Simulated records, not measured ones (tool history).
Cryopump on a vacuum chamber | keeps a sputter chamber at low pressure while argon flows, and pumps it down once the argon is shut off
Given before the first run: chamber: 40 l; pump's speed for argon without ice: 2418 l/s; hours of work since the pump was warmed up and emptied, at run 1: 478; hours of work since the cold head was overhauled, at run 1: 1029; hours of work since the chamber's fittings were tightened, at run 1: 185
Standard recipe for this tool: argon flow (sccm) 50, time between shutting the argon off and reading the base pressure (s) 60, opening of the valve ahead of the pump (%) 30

run	hour	argon flow (sccm)	time between shutting the argon off and reading the base pressure (s)	opening of the valve ahead of the pump (%)	hours of work since the pump was warmed up and emptied	hours of work since the cold head was overhauled	hours of work since the chamber's fittings were tightened	pressure while argon flows (Pa)	pressure after the wait (uPa)
1	0.0	50	60	30	478	1029	185	0.1222	0.90
2	22.9	50	60	30	495	1046	202	0.1226	0.91
3	62.3	50	60	30	525	1075	232	0.1230	0.98
4	84.5	50	60	30	541	1092	248	0.1231	0.94
# hour 98.8: pump warmed up, emptied and cooled again
5	130.1	50	60	30	23	1122	279	0.1180	0.94
6	155.9	50	60	30	43	1142	298	0.1178	0.98
7	187.0	50	60	30	66	1165	321	0.1183	0.93
8	204.8	50	60	30	79	1178	335	0.1179	0.95
9	229.2	50	60	30	98	1197	353	0.1184	0.95
10	258.0	50	60	30	119	1218	375	0.1184	0.94
11	280.8	50	60	30	136	1235	392	0.1195	0.98
12	309.9	50	60	30	158	1257	413	0.1190	1.00
13	343.5	50	60	30	183	1282	439	0.1192	1.01
14	383.1	50	60	30	213	1312	468	0.1206	1.03
15	412.1	50	55	30	235	1334	490	0.1198	1.09
16	430.9	46	137	20	249	1348	504	0.1639	0.60
17	448.3	33	20	37	262	1361	517	0.0645	2.51
18	476.7	49	277	34	283	1382	538	0.1045	0.45
19	511.0	72	93	20	309	1408	564	0.2579	0.81
20	539.8	72	93	20	331	1429	586	0.2576	0.75
21	572.5	50	60	57	355	1454	610	0.0659	1.10
22	601.1	50	60	57	376	1475	632	0.0670	1.06
23	637.9	26	60	57	404	1503	659	0.0347	1.11
24	666.8	26	37	57	426	1524	681	0.0348	1.48
25	686.8	36	29	26	441	1539	696	0.1009	1.84
26	727.6	44	282	35	471	1570	727	0.0931	0.55
27	763.3	25	60	30	498	1597	753	0.0624	1.11
28	797.9	25	60	30	524	1623	779	0.0617	1.14
29	815.7	50	239	51	537	1636	793	0.0757	0.62
# hour 834.4: pump warmed up, emptied and cooled again
30	859.1	97	37	33	19	1665	821	0.2087	1.52

What differs in the tool's unlogged condition from the final listed run ahead of each entry between runs to the first listed run following it?
Run 4 -> run 5: pump warmed up, emptied and cooled again (hour 98.8)
  pump's speed, % of a pump's without ice: 85.4 -> 98.8; cold plate's temperature, K: 12.73 -> 12.74; leak into the chamber, uPa l/s: 487 -> 507
  what was measured, less what the result would be without the hidden state, pressure while argon flows (Pa): +0.0065 -> +0.0010; pressure after the wait (uPa): +0.11 -> +0.09
Run 29 -> run 30: pump warmed up, emptied and cooled again (hour 834.4)
  pump's speed, % of a pump's without ice: 84.3 -> 99.2; cold plate's temperature, K: 12.96 -> 12.97; leak into the chamber, uPa l/s: 847 -> 865
  what was measured, less what the result would be without the hidden state, pressure while argon flows (Pa): +0.0073 -> +0.0019; pressure after the wait (uPa): +0.30 -> +0.24
